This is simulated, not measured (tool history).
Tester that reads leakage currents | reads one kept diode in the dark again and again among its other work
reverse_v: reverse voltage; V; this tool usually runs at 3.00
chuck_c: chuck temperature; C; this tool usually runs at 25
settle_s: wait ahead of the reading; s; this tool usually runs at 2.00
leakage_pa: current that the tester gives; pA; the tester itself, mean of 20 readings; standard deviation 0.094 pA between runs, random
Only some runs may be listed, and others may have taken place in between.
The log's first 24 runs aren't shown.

run,hour,reverse_v,chuck_c,settle_s,hours of work since the probe card was cleaned,hours of work since the tester was calibrated,hours of work since the chuck was calibrated,leakage_pa
# hour 5057.1: probe card cleaned and baked
25,5111.4,3.03,46,1.59,34,2596,807,200.50
26,5384.3,3.03,46,1.43,206,2767,978,205.01
# hour 5434.4: chuck's temperature calibrated
27,5515.9,3.03,46,1.43,287,2849,51,180.34
28,5742.7,5.92,56,0.41,430,2991,194,575.84
29,5971.8,1.12,54,1.12,574,3135,338,223.17
30,6199.3,3.00,33,3.70,717,3278,481,62.41
31,6494.4,16.01,24,6.40,903,3464,667,76.03
32,6787.4,16.30,43,2.62,1087,3648,851,366.19
# hour 7027.5: chuck's temperature calibrated
33,7084.4,16.30,43,2.62,1272,3834,36,342.61
34,7302.5,16.30,43,2.62,1410,3971,173,349.77
35,7476.3,13.57,25,2.61,1519,4080,282,83.53
36,7653.3,2.15,27,2.61,1630,4192,394,33.90
# hour 7737.4: tester calibrated
37,7779.5,2.07,34,2.61,1708,26,472,59.06
38,7917.7,3.00,44,5.01,1795,113,559,167.53
39,8091.4,3.00,44,5.01,1904,223,668,170.25

4 ways to go on from here, each from the tool as it stands after run 39. What would each give?
A,8227.2,3.00,53,6.93,1990,308,753,?
B,8227.2,3.00,25,4.13,1990,308,753,?
C,8227.2,1.54,31,4.46,1990,308,753,?
D,8227.2,3.00,39,0.45,1990,308,753,?

run,leakage_pa
A,354.79
B,36.66
C,41.78
D,115.98
With no hidden state in the tool, these same runs would have given:
run,leakage_pa
A,313.84
B,26.29
C,33.95
D,97.59
